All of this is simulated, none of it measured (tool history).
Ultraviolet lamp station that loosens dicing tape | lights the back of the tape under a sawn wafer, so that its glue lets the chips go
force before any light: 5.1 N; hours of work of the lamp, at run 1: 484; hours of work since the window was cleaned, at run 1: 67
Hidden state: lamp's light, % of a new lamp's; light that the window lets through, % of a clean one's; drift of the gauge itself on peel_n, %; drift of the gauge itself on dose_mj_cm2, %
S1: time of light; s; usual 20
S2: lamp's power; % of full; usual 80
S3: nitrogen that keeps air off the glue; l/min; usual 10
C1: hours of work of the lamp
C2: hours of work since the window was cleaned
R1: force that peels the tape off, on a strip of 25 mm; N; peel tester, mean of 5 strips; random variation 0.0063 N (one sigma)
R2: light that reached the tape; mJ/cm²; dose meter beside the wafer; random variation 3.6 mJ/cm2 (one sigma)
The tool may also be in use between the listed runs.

| run | hour | S1 | S2 | S3 | C1 | C2 | R1 | R2 |
|---|---|---|---|---|---|---|---|---|
| 1 | 0 | 20 | 80 | 10 | 484 | 67 | 0.252 | 484 |
| 2 | 44.8 | 20 | 80 | 4 | 516 | 99 | 0.453 | 468 |
| 3 | 115.9 | 20 | 80 | 4 | 567 | 151 | 0.487 | 449 |
| 4 | 174.1 | 33 | 80 | 10 | 609 | 193 | 0.155 | 719 |
| 5 | 220.1 | 33 | 80 | 10 | 642 | 226 | 0.159 | 708 |
|  | 268.1 | window cleaned of glue's vapour |
| 6 | 291.7 | 20 | 80 | 10 | 694 | 17 | 0.286 | 452 |
| 7 | 362.7 | 20 | 80 | 5 | 745 | 68 | 0.442 | 429 |
| 8 | 434.6 | 20 | 80 | 5 | 796 | 120 | 0.476 | 418 |
| 9 | 478.7 | 20 | 80 | 5 | 828 | 152 | 0.514 | 407 |
| 10 | 532.7 | 20 | 80 | 5 | 867 | 190 | 0.556 | 393 |
| 11 | 594.9 | 22 | 80 | 10 | 912 | 235 | 0.342 | 427 |
|  | 627.2 | window cleaned of glue's vapour |
| 12 | 661.5 | 20 | 80 | 10 | 959 | 25 | 0.364 | 402 |
| 13 | 729.3 | 20 | 80 | 10 | 1008 | 73 | 0.412 | 387 |
| 14 | 783.4 | 20 | 80 | 10 | 1047 | 112 | 0.422 | 373 |
| 15 | 818.4 | 20 | 80 | 10 | 1072 | 138 | 0.424 | 359 |
| 16 | 864.5 | 20 | 80 | 10 | 1105 | 171 | 0.467 | 357 |
| 17 | 912.7 | 20 | 80 | 10 | 1140 | 205 | 0.505 | 341 |
| 18 | 949.7 | 20 | 80 | 10 | 1167 | 232 | 0.516 | 339 |
|  | 989.1 | window cleaned of glue's vapour |
| 19 | 1015 | 33 | 80 | 10 | 1213 | 19 | 0.181 | 590 |
| 20 | 1047.3 | 33 | 80 | 10 | 1237 | 42 | 0.186 | 579 |
| 21 | 1089 | 33 | 80 | 10 | 1267 | 72 | 0.209 | 558 |
|  | 1094.9 | lamp changed |
| 22 | 1140.7 | 20 | 80 | 10 | 33 | 108 | 0.2 | 558 |
| 23 | 1189.9 | 20 | 80 | 10 | 68 | 144 | 0.211 | 550 |
| 24 | 1263.8 | 20 | 80 | 10 | 122 | 197 | 0.223 | 522 |
| 25 | 1334.4 | 20 | 80 | 10 | 172 | 248 | 0.231 | 509 |
|  | 1349.8 | window cleaned of glue's vapour |
| 26 | 1379.4 | 35 | 80 | 10 | 204 | 21 | 0.142 | 944 |
| 27 | 1445.6 | 26 | 80 | 5 | 252 | 69 | 0.208 | 685 |
| 28 | 1497.6 | 10 | 80 | 20 | 289 | 106 | 0.651 | 255 |
| 29 | 1551.9 | 20 | 94 | 3 | 329 | 145 | 0.345 | 582 |
| 30 | 1585.5 | 22 | 96 | 6 | 353 | 170 | 0.199 | 644 |
| 31 | 1659.4 | 22 | 67 | 6 | 406 | 223 | 0.41 | 437 |
|  | 1710.8 | window cleaned of glue's vapour |
| 32 | 1723.5 | 18 | 80 | 11 | 452 | 9 | 0.294 | 447 |
| 33 | 1766.2 | 18 | 80 | 11 | 482 | 40 | 0.291 | 436 |
| 34 | 1817.7 | 18 | 67 | 18 | 520 | 77 | 0.375 | 362 |
| 35 | 1867.4 | 39 | 66 | 5 | 555 | 113 | 0.187 | 746 |
| 36 | 1903.5 | 24 | 86 | 5 | 581 | 139 | 0.272 | 593 |
| 37 | 1970.4 | 27 | 80 | 15 | 629 | 187 | 0.169 | 594 |
| 38 | 2008.5 | 12 | 66 | 3 | 657 | 214 | 1.786 | 207 |
| 39 | 2061.4 | 15 | 66 | 12 | 695 | 252 | 0.783 | 256 |
|  | 2070.8 | window cleaned of glue's vapour |
| 40 | 2114.9 | 38 | 74 | 9 | 733 | 32 | 0.152 | 776 |
| 41 | 2177.9 | 12 | 74 | 4 | 778 | 77 | 1.37 | 236 |
| 42 | 2245.9 | 15 | 63 | 4 | 827 | 126 | 1.264 | 240 |

Hidden state or all else? Some run-to-run changes of R1, split into what the settings, what came in and random variation would give without the hidden state, and what is left for the hidden state (with any gauge scatter that isn't in both results):
Run 37 -> 38: S1 27 -> 12, S2 80 -> 66, S3 15 -> 3. R1 +1.617 N: hidden state +0.565, all else +1.052.
Run 38 -> 39: S1 12 -> 15, S3 3 -> 12. R1 -1.003 N: hidden state -0.21, all else -0.793.
Run 39 -> 40: S1 15 -> 38, S2 66 -> 74, S3 12 -> 9, window cleaned of glue's vapour. R1 -0.631 N: hidden state -0.37, all else -0.261.
Run 40 -> 41: S1 38 -> 12, S3 9 -> 4. R1 +1.218 N: hidden state +0.508, all else +0.71.
